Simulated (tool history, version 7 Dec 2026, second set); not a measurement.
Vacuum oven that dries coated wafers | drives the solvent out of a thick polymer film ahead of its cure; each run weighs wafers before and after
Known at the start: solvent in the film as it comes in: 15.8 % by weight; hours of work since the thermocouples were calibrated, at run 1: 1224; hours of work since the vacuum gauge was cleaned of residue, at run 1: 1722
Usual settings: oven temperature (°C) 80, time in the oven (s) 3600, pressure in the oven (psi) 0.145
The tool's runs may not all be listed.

| run | hour | oven temperature (°C) | time in the oven (s) | pressure in the oven (psi) | hours of work since the thermocouples were calibrated | hours of work since the vacuum gauge was cleaned of residue | solvent left in the film (%) |
|---|---|---|---|---|---|---|---|
| 1 | 0 | 80 | 3600 | 0.145 | 1224 | 1722 | 3.44 |
| 2 | 48.5 | 80 | 2580 | 0.145 | 1248 | 1747 | 4.09 |
| 3 | 121.2 | 80 | 2580 | 0.145 | 1285 | 1784 | 3.91 |
| 4 | 207.5 | 80 | 2580 | 0.145 | 1328 | 1827 | 4.05 |
| 5 | 274.3 | 80 | 2580 | 0.145 | 1362 | 1861 | 3.84 |
| 6 | 313.8 | 80 | 2580 | 0.145 | 1382 | 1881 | 3.99 |
| 7 | 354.9 | 80 | 2580 | 0.145 | 1403 | 1901 | 4.11 |
| 8 | 419.6 | 80 | 2580 | 0.145 | 1435 | 1934 | 3.9 |
| 9 | 478.3 | 80 | 3060 | 0.145 | 1465 | 1964 | 3.82 |
| 10 | 530.7 | 80 | 3600 | 0.145 | 1491 | 1990 | 3.53 |
| 11 | 595.3 | 80 | 3600 | 0.145 | 1524 | 2023 | 3.55 |
| 12 | 664.4 | 80 | 3600 | 0.145 | 1559 | 2057 | 3.45 |
| 13 | 731.6 | 89 | 3600 | 0.145 | 1593 | 2091 | 2.38 |
| 14 | 815.3 | 71 | 3600 | 0.145 | 1635 | 2134 | 6.13 |
| 15 | 877.5 | 71 | 3600 | 0.145 | 1666 | 2165 | 5.94 |
| 16 | 965.7 | 80 | 3600 | 0.145 | 1711 | 2209 | 3.63 |
| 17 | 1025.4 | 80 | 3600 | 0.145 | 1741 | 2240 | 3.64 |
|  | 1054.6 | oven's thermocouples calibrated |
| 18 | 1086.4 | 82 | 3600 | 0.145 | 16 | 2269 | 3.82 |
| 19 | 1150.2 | 82 | 3600 | 0.145 | 48 | 2301 | 3.82 |
| 20 | 1207.1 | 80 | 3600 | 0.145 | 77 | 2330 | 4.44 |
|  | 1213.1 | vacuum gauge cleaned of residue and calibrated |
| 21 | 1255.4 | 80 | 5160 | 0.145 | 100 | 21 | 4.72 |
| 22 | 1312.2 | 80 | 5160 | 0.145 | 129 | 50 | 4.68 |
| 23 | 1402.9 | 80 | 5460 | 0.145 | 175 | 96 | 4.7 |
|  | 1453.3 | vacuum gauge cleaned of residue and calibrated, once more |
| 24 | 1466.2 | 66 | 4140 | 0.145 | 206 | 7 | 6.55 |
| 25 | 1554.4 | 76 | 3600 | 0.244 | 251 | 51 | 5.04 |
| 26 | 1607.7 | 80 | 3000 | 0.294 | 277 | 78 | 4.93 |
| 27 | 1667.6 | 80 | 3000 | 0.173 | 308 | 108 | 3.33 |
| 28 | 1715.2 | 91 | 2280 | 0.199 | 332 | 132 | 2.01 |
| 29 | 1766.2 | 95 | 3240 | 0.184 | 357 | 158 | 1.56 |
| 30 | 1845.1 | 75 | 3240 | 0.097 | 397 | 198 | 3.48 |
| 31 | 1917.8 | 75 | 3240 | 0.097 | 434 | 234 | 3.51 |
| 32 | 1968.4 | 75 | 3240 | 0.097 | 459 | 260 | 3.49 |
| 33 | 2023.1 | 82 | 4380 | 0.097 | 487 | 287 | 1.65 |
| 34 | 2080.3 | 82 | 4380 | 0.097 | 516 | 316 | 1.66 |
| 35 | 2122.6 | 80 | 3660 | 0.146 | 537 | 337 | 2.65 |
| 36 | 2195.2 | 92 | 3600 | 0.184 | 574 | 374 | 1.82 |
| 37 | 2232.5 | 88 | 4320 | 0.145 | 592 | 393 | 1.67 |
| 38 | 2297.1 | 67 | 1980 | 0.22 | 625 | 426 | 9.83 |
| 39 | 2354.7 | 66 | 3600 | 0.367 | 654 | 455 | 11.01 |
| 40 | 2401.6 | 89 | 2280 | 0.102 | 678 | 478 | 1.51 |
| 41 | 2485.6 | 89 | 2280 | 0.102 | 720 | 521 | 1.53 |
| 42 | 2549.7 | 89 | 2280 | 0.487 | 752 | 553 | 5.07 |

Forecast run 43:
| 43 | 2587.1 | 75 | 3720 | 0.492 | 771 | 572 | ? |

solvent left in the film (%): 9.11
Without the tool's hidden state the same run would have given solvent left in the film (%) 9.1.
